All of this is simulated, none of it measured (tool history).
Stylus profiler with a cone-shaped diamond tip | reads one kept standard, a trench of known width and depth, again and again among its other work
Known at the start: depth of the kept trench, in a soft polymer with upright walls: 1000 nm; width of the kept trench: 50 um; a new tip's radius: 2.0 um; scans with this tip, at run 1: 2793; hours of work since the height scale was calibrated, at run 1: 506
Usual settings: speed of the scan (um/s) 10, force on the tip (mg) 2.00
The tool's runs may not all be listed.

run	day	speed of the scan (um/s)	force on the tip (mg)	scans with this tip	hours of work since the height scale was calibrated	depth of the trench (Å)	width of the trench's floor (um)
1	0.000	10	2.00	2793	506	10147.0	46.47
2	2.575	10	4.51	3010	545	10249.8	46.53
3	5.083	21	2.00	3223	583	10146.7	46.51
4	6.875	21	2.00	3374	611	10149.5	46.50
5	8.671	8	2.00	3526	638	10146.1	46.52
6	11.179	10	2.00	3738	677	10145.7	46.51
7	14.700	10	2.00	4035	731	10144.8	46.53
8	16.396	10	2.00	4179	757	10144.3	46.52
9	19.754	10	2.00	4463	808	10144.2	46.49
10	23.067	10	2.00	4743	859	10149.4	46.54
11	25.000	10	2.00	4906	888	10146.6	46.51
12	26.862	10	2.00	5064	917	10153.8	46.50
13	29.562	10	2.00	5292	958	10146.1	46.47
14	31.658	10	2.00	5469	990	10147.3	46.50
15	33.171	10	2.00	5597	1013	10144.5	46.53
16	35.588	10	1.81	5801	1050	10135.9	46.54
17	39.050	33	1.95	6094	1103	10142.9	46.50
18	42.617	19	1.86	6396	1158	10142.4	46.49
19	44.525	19	1.86	6557	1187	10136.7	46.53
20	46.283	4	3.20	6706	1214	10201.2	46.53
21	48.092	4	3.20	6859	1242	10201.9	46.54
22	50.325	17	1.67	7047	1276	10129.8	46.53
23	53.521	15	0.85	7318	1325	10078.7	46.50
24	57.008	2	5.31	7612	1378	10281.9	46.53
25	58.712	2	5.31	7757	1404	10282.9	46.55
26	62.254	2	5.31	8056	1459	10279.9	46.55
27	65.204	2	5.31	8305	1504	10282.6	46.56
28	67.929	18	2.06	8536	1545	10149.2	46.55
29	69.612	6	0.71	8678	1571	10074.7	46.51
30	71.500	6	0.71	8838	1600	10074.1	46.51
31	73.671	6	0.71	9021	1633	10071.7	46.54
32	76.508	9	3.53	9261	1677	10215.0	46.45

4 ways to go on from here, each from the tool as it stands after run 32. What would each give?
A	79.196	7	5.22	9488	1718	?	?
B	79.196	6	2.00	9488	1718	?	?
C	79.196	9	5.53	9488	1718	?	?
D	79.196	10	1.05	9488	1718	?	?

run	depth of the trench (Å)	width of the trench's floor (um)
A	10273.1	46.50
B	10146.3	46.53
C	10290.1	46.49
D	10094.0	46.54
Without the tool's hidden state the same runs would have given:
run	depth of the trench (Å)	width of the trench's floor (um)
A	10273.2	46.50
B	10146.4	46.53
C	10290.2	46.49
D	10094.1	46.54
